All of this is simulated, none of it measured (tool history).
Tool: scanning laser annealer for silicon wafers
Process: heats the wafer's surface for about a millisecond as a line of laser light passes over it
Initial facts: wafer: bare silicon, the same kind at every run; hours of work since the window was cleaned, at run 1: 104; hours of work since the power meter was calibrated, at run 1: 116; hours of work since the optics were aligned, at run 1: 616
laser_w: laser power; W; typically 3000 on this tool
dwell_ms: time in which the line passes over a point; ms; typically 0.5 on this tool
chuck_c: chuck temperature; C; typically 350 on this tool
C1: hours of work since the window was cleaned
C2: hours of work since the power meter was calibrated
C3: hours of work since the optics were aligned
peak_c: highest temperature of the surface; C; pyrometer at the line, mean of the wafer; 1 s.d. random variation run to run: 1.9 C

run 1 hour=0 | laser_w=3000 dwell_ms=0.5 chuck_c=350 | C1=104 C2=116 C3=616 | peak_c=1132
run 2 hour=9.2 | laser_w=3000 dwell_ms=0.5 chuck_c=350 | C1=110 C2=122 C3=622 | peak_c=1137
run 3 hour=16.6 | laser_w=3000 dwell_ms=0.5 chuck_c=350 | C1=115 C2=127 C3=627 | peak_c=1134
run 4 hour=25.8 | laser_w=3000 dwell_ms=0.5 chuck_c=350 | C1=121 C2=133 C3=633 | peak_c=1134
run 5 hour=31.3 | laser_w=3000 dwell_ms=0.5 chuck_c=350 | C1=125 C2=137 C3=636 | peak_c=1131
run 6 hour=37.2 | laser_w=3000 dwell_ms=0.5 chuck_c=350 | C1=129 C2=141 C3=640 | peak_c=1131
run 7 hour=46.2 | laser_w=3000 dwell_ms=0.5 chuck_c=350 | C1=135 C2=146 C3=646 | peak_c=1134
run 8 hour=50.3 | laser_w=3000 dwell_ms=0.5 chuck_c=350 | C1=137 C2=149 C3=649 | peak_c=1128
run 9 hour=60 | laser_w=3000 dwell_ms=0.5 chuck_c=350 | C1=144 C2=155 C3=655 | peak_c=1128
run 10 hour=64.5 | laser_w=3000 dwell_ms=0.5 chuck_c=350 | C1=147 C2=158 C3=658 | peak_c=1131
run 11 hour=70 | laser_w=3000 dwell_ms=0.5 chuck_c=350 | C1=150 C2=162 C3=662 | peak_c=1128
run 12 hour=77.8 | laser_w=3000 dwell_ms=0.418 chuck_c=350 | C1=155 C2=167 C3=667 | peak_c=1074
run 13 hour=85.1 | laser_w=3000 dwell_ms=0.5 chuck_c=344 | C1=160 C2=172 C3=672 | peak_c=1123
run 14 hour=92.1 | laser_w=2562 dwell_ms=0.498 chuck_c=350 | C1=165 C2=176 C3=676 | peak_c=1008
run 15 hour=99.8 | laser_w=2853 dwell_ms=0.498 chuck_c=318 | C1=170 C2=182 C3=681 | peak_c=1054
run 16 hour=109.6 | laser_w=3300 dwell_ms=0.375 chuck_c=361 | C1=176 C2=188 C3=688 | peak_c=1122
run 17 hour=117.4 | laser_w=3300 dwell_ms=0.375 chuck_c=361 | C1=181 C2=193 C3=693 | peak_c=1123
run 18 hour=124.3 | laser_w=2741 dwell_ms=0.5 chuck_c=389 | C1=186 C2=198 C3=697 | peak_c=1092
run 19 hour=128.4 | laser_w=2741 dwell_ms=0.5 chuck_c=389 | C1=189 C2=200 C3=700 | peak_c=1094

Consider 3 possible next runs. They are alternatives, not a sequence: every one starts from the tool as it was left by run 19. What does each give?
run A hour=133.1 | laser_w=3105 dwell_ms=0.517 chuck_c=389 | C1=192 C2=203 C3=703 | peak_c=?
run B hour=133.1 | laser_w=2741 dwell_ms=0.498 chuck_c=389 | C1=192 C2=203 C3=703 | peak_c=?
run C hour=133.1 | laser_w=3239 dwell_ms=0.5 chuck_c=350 | C1=192 C2=203 C3=703 | peak_c=?

run=A peak_c=1206
run=B peak_c=1093
run=C peak_c=1194
What these runs would have given with no unlogged condition in the tool:
run=A peak_c=1237
run=B peak_c=1120
run=C peak_c=1226
